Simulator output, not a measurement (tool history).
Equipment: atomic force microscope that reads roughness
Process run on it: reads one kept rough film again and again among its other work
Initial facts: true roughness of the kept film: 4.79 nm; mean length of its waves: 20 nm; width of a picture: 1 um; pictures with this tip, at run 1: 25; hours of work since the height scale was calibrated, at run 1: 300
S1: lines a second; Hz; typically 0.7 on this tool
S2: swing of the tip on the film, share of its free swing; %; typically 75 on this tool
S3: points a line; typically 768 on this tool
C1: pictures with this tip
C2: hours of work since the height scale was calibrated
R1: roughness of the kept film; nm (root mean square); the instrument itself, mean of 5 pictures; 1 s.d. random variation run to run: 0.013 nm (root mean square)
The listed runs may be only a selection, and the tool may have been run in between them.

Run 1, hour 0: usual settings; C1 25; C2 300. Result: R1 3.074 nm (root mean square).
Run 2, hour 9.7: usual settings; C1 41; C2 307. Result: R1 3.063 nm (root mean square).
Run 3, hour 25.4: usual settings but S1 0.558 Hz; C1 68; C2 318. Result: R1 3.1 nm (root mean square).
Run 4, hour 44.5: usual settings but S1 0.558 Hz, S2 64 %; C1 100; C2 332. Result: R1 3.161 nm (root mean square).
Run 5, hour 58.1: usual settings but S1 0.558 Hz, S2 64 %; C1 123; C2 342. Result: R1 3.171 nm (root mean square).
Run 6, hour 76.7: usual settings; C1 154; C2 355. Result: R1 3.043 nm (root mean square).
Run 7, hour 87.9: usual settings; C1 172; C2 363. Result: R1 3.059 nm (root mean square).
At hour 91.1: new tip fitted.
Run 8, hour 100.2: usual settings; C1 15; C2 371. Result: R1 3.099 nm (root mean square).
Run 9, hour 111.1: usual settings; C1 33; C2 379. Result: R1 3.054 nm (root mean square).
Run 10, hour 123.2: usual settings; C1 54; C2 388. Result: R1 3.075 nm (root mean square).
Run 11, hour 137.1: usual settings; C1 77; C2 398. Result: R1 3.061 nm (root mean square).
Run 12, hour 151.6: usual settings; C1 101; C2 408. Result: R1 3.019 nm (root mean square).
Run 13, hour 167.4: usual settings; C1 128; C2 420. Result: R1 3.078 nm (root mean square).
Run 14, hour 186.5: usual settings but S3 482; C1 160; C2 433. Result: R1 3.048 nm (root mean square).
At hour 197.7: new tip fitted.
Run 15, hour 201: usual settings but S3 482; C1 5; C2 443. Result: R1 3.048 nm (root mean square).
Run 16, hour 218.6: usual settings but S2 60 %, S3 482; C1 35; C2 456. Result: R1 3.141 nm (root mean square).
Run 17, hour 236: usual settings but S2 60 %, S3 482; C1 64; C2 468. Result: R1 3.145 nm (root mean square).
Run 18, hour 248.2: usual settings but S2 60 %, S3 482; C1 84; C2 477. Result: R1 3.126 nm (root mean square).
Run 19, hour 258.3: usual settings but S2 60 %, S3 482; C1 101; C2 484. Result: R1 3.144 nm (root mean square).
Run 20, hour 269.3: usual settings but S3 495; C1 120; C2 492. Result: R1 3.042 nm (root mean square).
Run 21, hour 286.3: usual settings but S3 495; C1 148; C2 504. Result: R1 3.038 nm (root mean square).
Run 22, hour 299.4: usual settings but S3 495; C1 170; C2 514. Result: R1 3.042 nm (root mean square).
At hour 304.1: new tip fitted.
Run 23, hour 315.1: usual settings but S1 0.749 Hz, S2 60 %, S3 495; C1 19; C2 525. Result: R1 3.118 nm (root mean square).
Run 24, hour 327.7: usual settings but S1 1.514 Hz, S2 62 %, S3 604; C1 40; C2 534. Result: R1 3.047 nm (root mean square).
Run 25, hour 338.2: usual settings but S3 485; C1 57; C2 541. Result: R1 3.062 nm (root mean square).
Run 26, hour 351.2: usual settings but S3 485; C1 79; C2 550. Result: R1 3.026 nm (root mean square).
Run 27, hour 361.7: usual settings but S1 2.938 Hz, S2 61 %, S3 438; C1 97; C2 558. Result: R1 2.885 nm (root mean square).
Run 28, hour 374.6: usual settings but S1 1.406 Hz, S2 61 %; C1 118; C2 567. Result: R1 3.068 nm (root mean square).
Run 29, hour 393.5: usual settings but S1 1.406 Hz, S2 61 %; C1 150; C2 581. Result: R1 3.065 nm (root mean square).
Run 30, hour 403.7: usual settings but S1 0.617 Hz, S2 61 %, S3 472; C1 167; C2 588. Result: R1 3.132 nm (root mean square).
At hour 410.1: new tip fitted.
Run 31, hour 412.4: usual settings but S1 0.517 Hz, S2 74 %, S3 321; C1 4; C2 594. Result: R1 3.043 nm (root mean square).
Run 32, hour 422.2: usual settings but S1 3.296 Hz, S2 83 %, S3 552; C1 20; C2 601. Result: R1 2.335 nm (root mean square).
Run 33, hour 434.6: usual settings but S1 3.411 Hz, S2 68 %, S3 925; C1 41; C2 610. Result: R1 2.745 nm (root mean square).
Run 34, hour 447.1: usual settings but S1 1.325 Hz, S2 57 %, S3 648; C1 62; C2 619. Result: R1 3.103 nm (root mean square).
Run 35, hour 465.1: usual settings but S1 1.325 Hz, S2 57 %, S3 648; C1 92; C2 632. Result: R1 3.129 nm (root mean square).
Run 36, hour 476.6: usual settings but S1 1.269 Hz, S2 61 %, S3 471; C1 111; C2 640. Result: R1 3.051 nm (root mean square).
Run 37, hour 491.1: usual settings but S2 72 %, S3 955; C1 136; C2 650. Result: R1 3.105 nm (root mean square).

Each row is a separate what-if for the run after 37, all from the same tool condition, not one after another. Results?
Run A, hour 499.5: usual settings but S2 86 %, S3 955; C1 150; C2 656. Result: R1 ?.
Run B, hour 499.5: usual settings but S1 3.209 Hz, S3 729; C1 150; C2 656. Result: R1 ?.
Run C, hour 499.5: usual settings but S1 2.244 Hz, S2 71 %, S3 955; C1 150; C2 656. Result: R1 ?.

run     R1
  A  2.949
  B  2.586
  C  2.833
Stripped of hidden state, with their random variation kept, the same runs would have yielded:
run     R1
  A  2.965
  B  2.599
  C  2.848

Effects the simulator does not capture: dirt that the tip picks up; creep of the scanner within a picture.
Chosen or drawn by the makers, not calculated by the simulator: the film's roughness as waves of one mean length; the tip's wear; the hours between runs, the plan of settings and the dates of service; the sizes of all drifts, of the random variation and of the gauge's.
